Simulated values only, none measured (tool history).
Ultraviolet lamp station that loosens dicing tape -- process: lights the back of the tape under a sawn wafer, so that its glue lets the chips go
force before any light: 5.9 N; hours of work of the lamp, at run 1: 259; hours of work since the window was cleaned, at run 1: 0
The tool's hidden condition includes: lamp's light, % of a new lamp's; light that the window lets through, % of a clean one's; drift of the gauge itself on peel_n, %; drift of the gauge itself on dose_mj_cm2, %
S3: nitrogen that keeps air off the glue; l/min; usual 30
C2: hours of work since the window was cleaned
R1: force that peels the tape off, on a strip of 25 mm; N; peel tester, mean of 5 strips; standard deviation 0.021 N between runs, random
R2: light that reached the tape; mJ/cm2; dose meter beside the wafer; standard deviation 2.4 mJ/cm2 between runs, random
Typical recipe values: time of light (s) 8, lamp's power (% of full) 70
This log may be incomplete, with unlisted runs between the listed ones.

Run 1, hour 0: usual settings; hours of work of the lamp 259; C2 0. Result: R1 1.283 N, R2 244 mJ/cm2.
Run 2, hour 17.9: usual settings but lamp's power (% of full) 98; hours of work of the lamp 271; C2 12. Result: R1 0.755 N, R2 336 mJ/cm2.
Run 3, hour 38.9: usual settings but lamp's power (% of full) 73; hours of work of the lamp 286; C2 27. Result: R1 1.207 N, R2 254 mJ/cm2.
Run 4, hour 54.5: usual settings but time of light (s) 5; hours of work of the lamp 297; C2 38. Result: R1 2.214 N, R2 154 mJ/cm2.
Run 5, hour 69.8: usual settings but time of light (s) 5, lamp's power (% of full) 75; hours of work of the lamp 307; C2 49. Result: R1 2.067 N, R2 158 mJ/cm2.
Run 6, hour 86: usual settings but time of light (s) 5, lamp's power (% of full) 75; hours of work of the lamp 319; C2 60. Result: R1 2.039 N, R2 161 mJ/cm2.
Run 7, hour 101.2: usual settings but time of light (s) 9, S3 35 l/min; hours of work of the lamp 329; C2 70. Result: R1 1.032 N, R2 262 mJ/cm2.
Run 8, hour 125.7: usual settings but time of light (s) 9, S3 35 l/min; hours of work of the lamp 346; C2 88. Result: R1 1.052 N, R2 261 mJ/cm2.
Run 9, hour 141.9: usual settings but time of light (s) 10, S3 21 l/min; hours of work of the lamp 358; C2 99. Result: R1 1.137 N, R2 285 mJ/cm2.
Run 10, hour 157.5: usual settings but time of light (s) 5, S3 41 l/min; hours of work of the lamp 369; C2 110. Result: R1 2.118 N, R2 140 mJ/cm2.

What does the tool deliver on the next run?
Run 11, hour 182.1: usual settings but time of light (s) 10, lamp's power (% of full) 97, S3 24 l/min; hours of work of the lamp 386; C2 127. Result: R1 ?, R2 ?.

{"run 11": {"R1": 0.68, "R2": 389}}
Had the tool carried no hidden state, the very same run would have given R1 0.479 N, R2 483 mJ/cm2.
